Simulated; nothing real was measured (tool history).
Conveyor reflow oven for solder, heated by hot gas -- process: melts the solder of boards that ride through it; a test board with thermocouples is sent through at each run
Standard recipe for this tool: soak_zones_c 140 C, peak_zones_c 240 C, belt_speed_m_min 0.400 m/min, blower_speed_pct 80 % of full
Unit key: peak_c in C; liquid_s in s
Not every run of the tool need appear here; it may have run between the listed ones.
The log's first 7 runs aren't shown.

run,hour,soak_zones_c,peak_zones_c,belt_speed_m_min,blower_speed_pct,hours of work since the flux was cleaned out,hours of work since the belt drive was overhauled,hours of work since the thermocouples were changed,peak_c,liquid_s
8,143.8,140,240,0.400,89,25,680,1035,225.4,75.2
# hour 159.7: flux residue cleaned out of gas plates and filters, once more
9,169.0,140,240,0.400,89,6,692,1047,227.6,77.2
10,182.5,140,240,0.400,89,14,701,1056,227.2,77.4
11,194.3,140,240,0.400,80,22,708,1063,225.8,75.8
12,210.8,140,240,0.400,80,32,718,1073,225.8,75.9
13,225.5,140,240,0.400,80,41,728,1082,225.7,76.1
14,242.4,140,243,0.400,80,52,738,1093,228.3,77.5
15,268.2,140,243,0.400,80,68,754,1109,228.1,77.4
16,293.9,140,243,0.400,80,84,770,1125,227.7,77.4
17,319.9,140,228,0.400,80,100,787,1141,214.7,66.7
18,336.4,129,250,0.400,80,110,797,1152,232.1,75.9
19,362.4,129,246,0.400,84,126,813,1168,229.3,74.7
20,383.5,129,246,0.400,84,140,826,1181,229.1,74.3
21,409.6,140,238,0.381,80,156,842,1197,224.7,79.2
22,426.4,140,238,0.381,80,166,853,1208,224.9,79.1
23,438.5,137,232,0.414,64,174,860,1215,212.1,59.2
24,465.0,140,240,0.463,58,190,877,1232,212.5,53.2
25,493.9,138,240,0.400,87,208,895,1250,225.3,75.0
# hour 512.6: flux residue cleaned out of gas plates and filters
26,524.6,138,240,0.400,87,7,911,1266,227.8,77.1
# hour 533.0: thermocouples of zones 6 and 7 changed
27,553.5,134,240,0.393,87,24,928,13,226.6,75.9
28,568.0,140,230,0.400,71,33,937,22,214.7,66.4
29,582.7,144,252,0.459,68,42,946,31,227.9,68.6
30,596.1,143,251,0.400,70,51,954,39,233.0,82.0
31,614.6,143,251,0.400,70,62,966,51,232.6,82.1

4 ways to go on from here, each from the tool as it stands after run 31. What would each give?
A,638.5,151,232,0.371,80,77,981,66,?,?
B,638.5,143,241,0.400,79,77,981,66,?,?
C,638.5,144,240,0.400,77,77,981,66,?,?
D,638.5,138,250,0.334,70,77,981,66,?,?

run,peak_c,liquid_s
A,221.8,84.8
B,226.2,77.7
C,225.0,77.2
D,237.0,98.8
Without the tool's unlogged condition, the same runs would have read:
run,peak_c,liquid_s
A,221.5,83.4
B,226.0,76.4
C,224.8,75.9
D,236.7,97.1

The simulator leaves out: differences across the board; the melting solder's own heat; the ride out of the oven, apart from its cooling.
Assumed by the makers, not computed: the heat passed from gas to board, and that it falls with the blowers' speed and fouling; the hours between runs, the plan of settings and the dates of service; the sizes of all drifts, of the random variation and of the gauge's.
